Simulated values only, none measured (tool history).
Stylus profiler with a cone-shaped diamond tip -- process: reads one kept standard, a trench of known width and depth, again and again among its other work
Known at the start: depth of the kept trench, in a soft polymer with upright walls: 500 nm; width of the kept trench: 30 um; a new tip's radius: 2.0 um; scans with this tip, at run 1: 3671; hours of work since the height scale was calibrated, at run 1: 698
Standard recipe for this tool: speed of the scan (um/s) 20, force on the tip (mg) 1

| run | day | speed of the scan (um/s) | force on the tip (mg) | scans with this tip | hours of work since the height scale was calibrated | depth of the trench (Å) | width of the trench's floor (um) |
|---|---|---|---|---|---|---|---|
| 1 | 0 | 20 | 1 | 3671 | 698 | 5027.9 | 26.79 |
| 2 | 1.329 | 73 | 1 | 3757 | 714 | 5028 | 26.4 |
| 3 | 2.133 | 20 | 1 | 3809 | 724 | 5026.4 | 26.79 |
| 4 | 3.683 | 20 | 1 | 3909 | 743 | 5029.4 | 26.77 |
| 5 | 4.708 | 22 | 1 | 3975 | 756 | 5026.6 | 26.75 |
| 6 | 5.583 | 22 | 1 | 4032 | 767 | 5024 | 26.71 |
| 7 | 7.017 | 6 | 1 | 4124 | 784 | 5025.1 | 26.85 |
| 8 | 8.212 | 6 | 1 | 4201 | 799 | 5027 | 26.82 |
| 9 | 9.7 | 6 | 1 | 4297 | 817 | 5026.2 | 26.84 |
| 10 | 10.754 | 6 | 1 | 4365 | 830 | 5025.9 | 26.81 |
| 11 | 11.629 | 6 | 1 | 4422 | 841 | 5027.9 | 26.76 |
| 12 | 13.046 | 20 | 1.45 | 4513 | 858 | 5037.2 | 26.74 |
| 13 | 14.179 | 20 | 1.35 | 4586 | 872 | 5037 | 26.73 |
| 14 | 15.65 | 20 | 1.35 | 4681 | 890 | 5035 | 26.63 |
| 15 | 17.15 | 20 | 1.35 | 4778 | 909 | 5035 | 26.67 |
| 16 | 18.788 | 20 | 1.35 | 4884 | 929 | 5033.9 | 26.67 |
| 17 | 20.458 | 20 | 1.35 | 4992 | 949 | 5031.1 | 26.66 |
| 18 | 22.3 | 20 | 1.35 | 5111 | 972 | 5034.8 | 26.66 |
| 19 | 23.967 | 20 | 1.35 | 5218 | 992 | 5031.6 | 26.72 |
| 20 | 24.829 | 20 | 1 | 5274 | 1003 | 5022.2 | 26.61 |
| 21 | 25.629 | 20 | 1 | 5326 | 1013 | 5021.5 | 26.59 |
| 22 | 27.483 | 15 | 1.57 | 5445 | 1035 | 5038.4 | 26.69 |
| 23 | 28.429 | 15 | 1.57 | 5506 | 1047 | 5037.6 | 26.69 |
| 24 | 30.092 | 42 | 2.72 | 5614 | 1067 | 5061.8 | 26.58 |
| 25 | 31.288 | 42 | 2.72 | 5691 | 1082 | 5059.1 | 26.48 |
| 26 | 33.083 | 42 | 2.72 | 5807 | 1104 | 5058.3 | 26.44 |
| 27 | 34.942 | 42 | 2.72 | 5927 | 1127 | 5062.6 | 26.5 |
| 28 | 35.946 | 42 | 1.3 | 5991 | 1139 | 5031.5 | 26.45 |
| 29 | 37.758 | 42 | 0.36 | 6109 | 1162 | 5000.1 | 26.07 |
| 30 | 39.329 | 13 | 0.46 | 6210 | 1181 | 5002.1 | 26.55 |
| 31 | 40.65 | 13 | 0.46 | 6295 | 1197 | 5002.5 | 26.51 |
| 32 | 42.25 | 18 | 1.06 | 6399 | 1217 | 5020.7 | 26.51 |
| 33 | 44.179 | 18 | 1.06 | 6523 | 1240 | 5020.1 | 26.5 |
| 34 | 45.254 | 10 | 0.67 | 6592 | 1254 | 5010.3 | 26.5 |
| 35 | 46.392 | 20 | 0.41 | 6666 | 1268 | 4997.4 | 26.4 |
| 36 | 47.292 | 43 | 2.99 | 6724 | 1279 | 5062.6 | 26.4 |
| 37 | 48.704 | 9 | 1.28 | 6815 | 1296 | 5025.3 | 26.57 |
| 38 | 49.933 | 20 | 0.59 | 6894 | 1311 | 5005.7 | 26.38 |
| 39 | 51.525 | 42 | 0.59 | 6997 | 1331 | 5004.9 | 26.16 |

Hidden state or all else? Some run-to-run changes of depth of the trench (Å), split into what the settings, what came in and random variation would give without the hidden state, and what is left for the hidden state (with any gauge scatter that isn't in both results):
The hidden state here: radius of the tip, um; height scale over the true one, %; drift of the gauge itself on depth_nm, %; drift of the gauge itself on floor_um, %.
Run 16 -> 17: no setting touched and nothing written in the log between the runs. depth of the trench (Å) -2.8: hidden state -0.5, all else -2.3.
Run 21 -> 22: speed of the scan (um/s) 20 -> 15, force on the tip (mg) 1 -> 1.57. depth of the trench (Å) +16.9: hidden state -0.5, all else +17.4.
Run 28 -> 29: force on the tip (mg) 1.3 -> 0.36. depth of the trench (Å) -31.4: hidden state -0.2, all else -31.2.
Run 35 -> 36: speed of the scan (um/s) 20 -> 43, force on the tip (mg) 0.41 -> 2.99. depth of the trench (Å) +65.2: hidden state -0.6, all else +65.8.
Run 36 -> 37: speed of the scan (um/s) 43 -> 9, force on the tip (mg) 2.99 -> 1.28. depth of the trench (Å) -37.3: hidden state -0.1, all else -37.2.
